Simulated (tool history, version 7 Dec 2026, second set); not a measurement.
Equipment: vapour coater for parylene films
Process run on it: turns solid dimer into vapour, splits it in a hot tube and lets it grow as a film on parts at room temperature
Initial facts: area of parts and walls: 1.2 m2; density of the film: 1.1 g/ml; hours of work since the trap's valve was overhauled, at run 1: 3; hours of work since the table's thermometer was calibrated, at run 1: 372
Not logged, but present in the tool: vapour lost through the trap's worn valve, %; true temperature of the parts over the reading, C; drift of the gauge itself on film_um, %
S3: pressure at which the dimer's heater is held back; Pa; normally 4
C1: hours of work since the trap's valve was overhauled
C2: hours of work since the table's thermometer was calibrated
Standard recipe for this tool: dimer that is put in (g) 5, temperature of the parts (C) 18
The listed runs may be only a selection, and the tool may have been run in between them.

{"run": 1, "hour": 0.0, "dimer that is put in (g)": 5, "temperature of the parts (C)": 18, "S3": 4, "C1": 3, "C2": 372, "thickness of the film (nm)": 1820}
{"run": 2, "hour": 14.7, "dimer that is put in (g)": 5, "temperature of the parts (C)": 18, "S3": 4, "C1": 12, "C2": 381, "thickness of the film (nm)": 1790}
{"run": 3, "hour": 26.5, "dimer that is put in (g)": 5, "temperature of the parts (C)": 18, "S3": 4, "C1": 19, "C2": 387, "thickness of the film (nm)": 1780}
{"run": 4, "hour": 36.6, "dimer that is put in (g)": 5, "temperature of the parts (C)": 18, "S3": 4, "C1": 24, "C2": 393, "thickness of the film (nm)": 1760}
{"run": 5, "hour": 50.0, "dimer that is put in (g)": 5, "temperature of the parts (C)": 18, "S3": 4, "C1": 32, "C2": 401, "thickness of the film (nm)": 1780}
{"run": 6, "hour": 60.0, "dimer that is put in (g)": 5, "temperature of the parts (C)": 18, "S3": 4, "C1": 38, "C2": 407, "thickness of the film (nm)": 1760}
{"run": 7, "hour": 74.1, "dimer that is put in (g)": 5, "temperature of the parts (C)": 27, "S3": 4, "C1": 46, "C2": 415, "thickness of the film (nm)": 1140}
{"run": 8, "hour": 81.2, "dimer that is put in (g)": 5, "temperature of the parts (C)": 18, "S3": 2.72, "C1": 50, "C2": 419, "thickness of the film (nm)": 1830}
{"run": 9, "hour": 95.3, "dimer that is put in (g)": 5, "temperature of the parts (C)": 18, "S3": 2.72, "C1": 58, "C2": 427, "thickness of the film (nm)": 1820}
{"run": 10, "hour": 106.0, "dimer that is put in (g)": 5, "temperature of the parts (C)": 18, "S3": 2.72, "C1": 65, "C2": 433, "thickness of the film (nm)": 1820}
{"run": 11, "hour": 115.5, "dimer that is put in (g)": 5, "temperature of the parts (C)": 11, "S3": 5.6, "C1": 70, "C2": 439, "thickness of the film (nm)": 2390}
{"run": 12, "hour": 122.4, "dimer that is put in (g)": 5, "temperature of the parts (C)": 11, "S3": 5.6, "C1": 74, "C2": 443, "thickness of the film (nm)": 2350}
{"run": 13, "hour": 133.2, "dimer that is put in (g)": 5, "temperature of the parts (C)": 25, "S3": 3.66, "C1": 80, "C2": 449, "thickness of the film (nm)": 1240}
{"run": 14, "hour": 145.3, "dimer that is put in (g)": 5, "temperature of the parts (C)": 20, "S3": 3.3, "C1": 87, "C2": 456, "thickness of the film (nm)": 1620}
{"run": 15, "hour": 152.6, "dimer that is put in (g)": 5, "temperature of the parts (C)": 20, "S3": 3.3, "C1": 92, "C2": 460, "thickness of the film (nm)": 1600}

Some steps in thickness of the film (nm) between neighbouring runs. How much of each would the tool show without its hidden state too (settings, what came in, random variation), and how much is left for the hidden state, with any gauge scatter that isn't in both results?
Run 12 -> 13: temperature of the parts (C) 11 -> 25, S3 5.6 -> 3.66. thickness of the film (nm) -1110: hidden state +50, all else -1160.
